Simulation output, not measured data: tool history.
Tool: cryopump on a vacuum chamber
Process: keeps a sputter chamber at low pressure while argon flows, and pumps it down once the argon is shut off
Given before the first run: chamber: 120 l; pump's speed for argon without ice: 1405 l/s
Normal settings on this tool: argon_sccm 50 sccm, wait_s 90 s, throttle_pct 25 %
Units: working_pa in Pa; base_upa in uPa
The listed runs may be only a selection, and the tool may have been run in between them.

run,day,argon_sccm,wait_s,throttle_pct,working_pa,base_upa
1,0.000,50,90,25,0.2669,4.50
2,0.542,50,90,25,0.2696,4.45
3,1.075,50,90,25,0.2678,4.54
4,2.017,50,90,53,0.1417,4.45
5,3.150,50,90,53,0.1428,4.59
6,3.671,50,22,53,0.1433,7.03
7,4.529,50,22,53,0.1446,6.92
8,5.167,50,90,25,0.2701,4.83
9,5.883,50,90,25,0.2740,4.79
10,6.458,50,90,25,0.2735,4.80
11,7.362,50,90,25,0.2737,4.77
12,7.904,50,90,27,0.2590,4.93
# day 8.454: pump warmed up, emptied and cooled again
13,8.779,50,90,27,0.2245,3.39
14,9.267,24,98,32,0.0914,3.40
15,9.750,50,62,23,0.2629,3.70
16,10.771,50,62,23,0.2631,3.89
17,11.738,33,29,25,0.1601,5.18
18,12.288,33,29,25,0.1602,5.02
19,12.988,50,184,52,0.1183,3.29
# day 13.588: leaking fittings of the chamber tightened, without venting
20,14.142,50,90,48,0.1291,0.97
21,15.062,62,104,20,0.3778,0.84
22,15.529,44,104,33,0.1635,0.90
23,16.346,48,84,27,0.2184,1.07
24,17.275,48,84,25,0.2379,1.07

Forecast each of these 5 alternatives for the next run:
A,18.004,29,84,25,?,?
B,18.004,61,90,17,?,?
C,18.004,50,49,25,?,?
D,18.004,29,38,21,?,?
E,18.004,50,209,25,?,?

run,working_pa,base_upa
A,0.1432,1.03
B,0.4355,1.00
C,0.2492,1.59
D,0.1688,2.03
E,0.2462,0.63
Take away the tool's hidden state, keep each run's random variation, and the runs would have read:
run,working_pa,base_upa
A,0.1398,0.96
B,0.4285,0.92
C,0.2434,1.51
D,0.1654,1.95
E,0.2404,0.55
